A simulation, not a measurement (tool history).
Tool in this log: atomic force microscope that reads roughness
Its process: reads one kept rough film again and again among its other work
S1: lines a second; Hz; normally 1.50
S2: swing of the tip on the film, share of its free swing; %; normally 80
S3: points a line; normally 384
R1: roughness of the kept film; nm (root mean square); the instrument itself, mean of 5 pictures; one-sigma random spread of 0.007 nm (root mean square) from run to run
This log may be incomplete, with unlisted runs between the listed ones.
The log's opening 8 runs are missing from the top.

run    hour    S1  S2   S3     R1
      328.4  -- new tip fitted
  9   358.8  1.50  80  384  2.044
 10   404.2  1.50  80  384  2.031
 11   460.6  2.42  80  384  1.941
      489.7  -- new tip fitted
 12   503.1  2.42  80  384  1.971
 13   564.1  2.42  80  384  1.966
 14   593.5  2.42  80  384  1.958
 15   624.4  2.42  80  384  1.961
      649.0  -- new tip fitted
 16   683.3  1.50  80  268  2.061
 17   720.8  1.50  81  384  2.041
 18   760.3  1.50  81  384  2.030
      807.4  -- new tip fitted
 19   807.4  1.07  72  336  2.137
 20   839.8  0.61  63  290  2.175
 21   870.9  1.50  58  384  2.148
      874.6  -- height scale calibrated on a step standard
 22   914.3  1.50  58  384  2.176
 23   947.9  1.50  86  897  2.002
      962.0  -- height scale calibrated on a step standard, once more
      969.7  -- new tip fitted
 24   998.1  1.50  80  494  2.016
 25  1048.8  2.02  80  494  1.957
 26  1079.7  1.50  77  920  2.011
     1127.4  -- new tip fitted
 27  1128.6  1.50  77  920  2.052
 28  1185.6  2.21  84  534  1.912
 29  1226.1  2.21  84  534  1.895
 30  1265.6  2.21  84  534  1.889
     1289.1  -- new tip fitted
 31  1304.4  2.21  84  534  1.912
 32  1338.8  1.50  56  633  2.122
 33  1369.4  1.50  63  369  2.085

5 ways to go on from here, each from the tool as it stands after run 33. What would each give?
  A  1418.0  1.13  80  684   ?
  B  1418.0  0.55  64  672   ?
  C  1418.0  2.58  63  603   ?
  D  1418.0  1.50  58  384   ?
  E  1418.0  1.50  81  369   ?

run     R1
  A  2.027
  B  2.121
  C  2.036
  D  2.096
  E  1.982
What these runs would have given with no unlogged condition in the tool:
run     R1
  A  2.057
  B  2.152
  C  2.066
  D  2.127
  E  2.012

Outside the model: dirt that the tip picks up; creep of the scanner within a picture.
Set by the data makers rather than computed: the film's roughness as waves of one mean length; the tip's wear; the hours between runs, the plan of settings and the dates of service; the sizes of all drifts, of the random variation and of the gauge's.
